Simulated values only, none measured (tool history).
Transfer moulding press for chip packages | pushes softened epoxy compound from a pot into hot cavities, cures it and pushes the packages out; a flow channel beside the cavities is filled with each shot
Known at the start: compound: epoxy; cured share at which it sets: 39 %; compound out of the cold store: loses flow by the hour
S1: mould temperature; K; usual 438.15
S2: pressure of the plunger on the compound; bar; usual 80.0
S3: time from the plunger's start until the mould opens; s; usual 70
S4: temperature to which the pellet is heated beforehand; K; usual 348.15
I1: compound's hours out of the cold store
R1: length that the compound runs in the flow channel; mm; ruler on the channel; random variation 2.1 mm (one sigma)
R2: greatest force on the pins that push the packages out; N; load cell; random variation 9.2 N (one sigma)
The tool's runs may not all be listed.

run   hour      S1    S2  S3      S4    I1   R1   R2
  1    0.0  438.15  80.0  70  348.15  41.4  727  688
  2    6.8  438.15  80.0  70  348.15  25.4  756  711
  3   14.1  438.15  80.0  70  348.15  37.0  733  727
  4   23.2  438.15  80.0  70  357.15  33.1  739  708
  5   28.2  438.15  72.0  70  348.15  41.6  687  736
  6   34.5  438.15  72.0  70  348.15  25.3  719  750
  7   43.0  438.15  72.0  70  348.15   9.8  755  817
  8   48.2  438.15  72.0  70  348.15  45.1  680  770
  9   56.0  438.15  72.0  70  348.15  41.6  681  770
      61.2  -- cavities cleaned with cleaning compound and waxed
 10   66.8  438.15  72.0  70  348.15   9.7  750  517
 11   72.1  438.15  80.0  70  356.15  11.7  780  532
 12   77.3  438.15  80.0  72  356.15  26.8  748  513
 13   88.8  438.15  88.5  70  348.15  18.6  810  648
 14   97.7  438.15  88.5  70  348.15  46.2  741  645
 15  104.8  438.15  80.0  99  348.15  11.6  779  458
 16  110.1  438.15  80.0  99  348.15  11.1  781  465
 17  120.8  438.15  80.0  99  357.15  24.9  747  461
 18  127.3  438.15  68.0  99  339.15  37.9  665  485

Run 19 comes next. What will it give?
 19  136.1  432.15  85.5  66  340.15  23.5   ?   ?

R1: 801 mm
R2: 1405 N
Without the tool's hidden state the same run would have given R1 827 mm, R2 770 N.
